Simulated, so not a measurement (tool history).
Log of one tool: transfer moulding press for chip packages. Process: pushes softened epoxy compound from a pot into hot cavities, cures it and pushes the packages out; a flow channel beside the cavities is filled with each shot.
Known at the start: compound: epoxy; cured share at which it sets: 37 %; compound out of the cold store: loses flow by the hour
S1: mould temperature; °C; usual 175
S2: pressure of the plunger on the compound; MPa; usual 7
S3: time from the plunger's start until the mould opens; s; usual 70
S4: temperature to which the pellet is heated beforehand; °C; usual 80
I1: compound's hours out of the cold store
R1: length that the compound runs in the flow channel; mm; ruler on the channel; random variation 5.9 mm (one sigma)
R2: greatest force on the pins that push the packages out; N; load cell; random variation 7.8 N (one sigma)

run,hour,S1,S2,S3,S4,I1,R1,R2
1,0,175,7,70,80,43,704,460
# hour 16.2: cavities cleaned with cleaning compound and waxed
# hour 27.5: plunger's sealing rings changed
2,46.6,175,7,70,80,19,807,539
# hour 54.5: cavities cleaned with cleaning compound and waxed
3,77.7,175,7,70,80,35.1,763,492
# hour 89.2: cavities cleaned with cleaning compound and waxed
4,108.2,175,7,70,80,19.4,800,470
# hour 126: cavities cleaned with cleaning compound and waxed
# hour 160.1: cavities cleaned with cleaning compound and waxed
5,171.3,175,7,70,80,25,771,433
# hour 196.7: cavities cleaned with cleaning compound and waxed
6,208.9,175,7,70,80,30.7,752,455
# hour 231.1: cavities cleaned with cleaning compound and waxed
# hour 267.3: cavities cleaned with cleaning compound and waxed
7,267.3,175,7,70,80,47.9,693,359
# hour 301.7: cavities cleaned with cleaning compound and waxed
# hour 310.2: plunger's sealing rings changed
# hour 338.5: cavities cleaned with cleaning compound and waxed
8,338.5,175,7,70,80,11.1,842,368
# hour 372.3: cavities cleaned with cleaning compound and waxed
9,372.3,175,7,70,80,26.6,791,351
# hour 409.2: cavities cleaned with cleaning compound and waxed
# hour 444.1: cavities cleaned with cleaning compound and waxed
10,444.1,175,7,82,80,43.1,725,295
# hour 479: cavities cleaned with cleaning compound and waxed
11,498.9,175,7,70,80,43.8,699,502
# hour 513.8: cavities cleaned with cleaning compound and waxed
# hour 549.9: cavities cleaned with cleaning compound and waxed
12,559.4,175,7,70,76,16.6,784,453
# hour 587.5: plunger's sealing rings changed
# hour 589: cavities cleaned with cleaning compound and waxed
13,611,175,7,70,76,33,767,501
# hour 623.8: cavities cleaned with cleaning compound and waxed
14,650,175,7,70,76,13,828,548
# hour 663.5: mould's thermocouples calibrated
# hour 665: cavities cleaned with cleaning compound and waxed
# hour 700.5: cavities cleaned with cleaning compound and waxed
15,701.4,182,5.63,63,89,43.7,630,306
# hour 736.1: cavities cleaned with cleaning compound and waxed
16,742.2,175,8.73,84,80,31.2,845,344
# hour 775.1: cavities cleaned with cleaning compound and waxed
17,795.1,175,5.69,81,80,38.3,641,399
# hour 811: cavities cleaned with cleaning compound and waxed
# hour 847.1: cavities cleaned with cleaning compound and waxed
18,847.1,175,7.45,77,84,10,817,291
# hour 867.5: plunger's sealing rings changed
# hour 885.2: cavities cleaned with cleaning compound and waxed
19,895.6,175,7.45,77,84,22.6,821,359
# hour 922.3: cavities cleaned with cleaning compound and waxed
# hour 956.1: cavities cleaned with cleaning compound and waxed
20,961.9,172,6.94,77,75,11.4,835,391
# hour 993: cavities cleaned with cleaning compound and waxed
# hour 1028.9: cavities cleaned with cleaning compound and waxed
21,1030.6,175,5.44,100,80,47.3,627,276
# hour 1064.7: cavities cleaned with cleaning compound and waxed
22,1084.5,175,5.44,100,80,11.8,703,355
# hour 1098.5: cavities cleaned with cleaning compound and waxed
# hour 1135.9: cavities cleaned with cleaning compound and waxed
23,1137.7,169,6.52,70,80,20.5,751,525
# hour 1146.1: plunger's sealing rings changed
# hour 1174: cavities cleaned with cleaning compound and waxed
24,1190.5,176,8.37,70,77,47.8,795,430
# hour 1212.4: cavities cleaned with cleaning compound and waxed
25,1240.7,176,8.37,83,87,12.2,896,428
# hour 1246.2: cavities cleaned with cleaning compound and waxed
# hour 1281.5: cavities cleaned with cleaning compound and waxed
26,1312.8,176,8.37,83,87,21.7,836,419

Forecast each of these 3 alternatives for the next run:
# hour 1317.4: cavities cleaned with cleaning compound and waxed
# hour 1354.6: cavities cleaned with cleaning compound and waxed
A,1385.4,177,8.37,90,74,8.8,?,?
# hour 1317.4: cavities cleaned with cleaning compound and waxed
# hour 1354.6: cavities cleaned with cleaning compound and waxed
B,1385.4,167,6.58,107,80,20.1,?,?
# hour 1317.4: cavities cleaned with cleaning compound and waxed
# hour 1354.6: cavities cleaned with cleaning compound and waxed
C,1385.4,176,8.37,104,81,45.9,?,?

run,R1,R2
A,860,415
B,767,439
C,760,406
Without the tool's hidden state the same runs would have given:
run,R1,R2
A,914,267
B,814,277
C,808,264
